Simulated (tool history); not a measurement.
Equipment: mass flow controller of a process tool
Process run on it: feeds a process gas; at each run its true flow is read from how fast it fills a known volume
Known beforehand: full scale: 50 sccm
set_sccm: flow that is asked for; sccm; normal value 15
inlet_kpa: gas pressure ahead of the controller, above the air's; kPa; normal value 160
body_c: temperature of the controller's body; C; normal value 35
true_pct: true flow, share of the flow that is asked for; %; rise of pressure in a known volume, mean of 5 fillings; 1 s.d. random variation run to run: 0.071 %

run     day  set_sccm  inlet_kpa  body_c  true_pct
  1       0        15        160      35     99.27
  2   4.479        15        160      31     98.88
  3   6.571        15        160      35     99.09
  4  10.104        15        160      35     99.18
  5  14.971        15        160      35     99.18
  6  19.367        12        203      39     99.45
  7  24.242        12        249      27     98.62
  8  28.596        17        278      35    100.24
  9  31.379        17        278      24     99.27
 10    35.6         9        253      31      98.4

For each run, the measured value with the value that run would have given without the tool's hidden condition subtracted. The run-to-run variation is shared by both, the gauge scatter possibly not:
Hidden conditions of the tool in this case: flow at rest that the sensor doesn't see, % of full scale; true flow over the shown one, %; drift of the gauge itself on true_pct, %.
run  true_pct
  1     -0.45
  2     -0.46
  3     -0.46
  4     -0.47
  5     -0.49
  6     -0.82
  7     -0.84
  8     -0.35
  9     -0.36
 10     -1.47
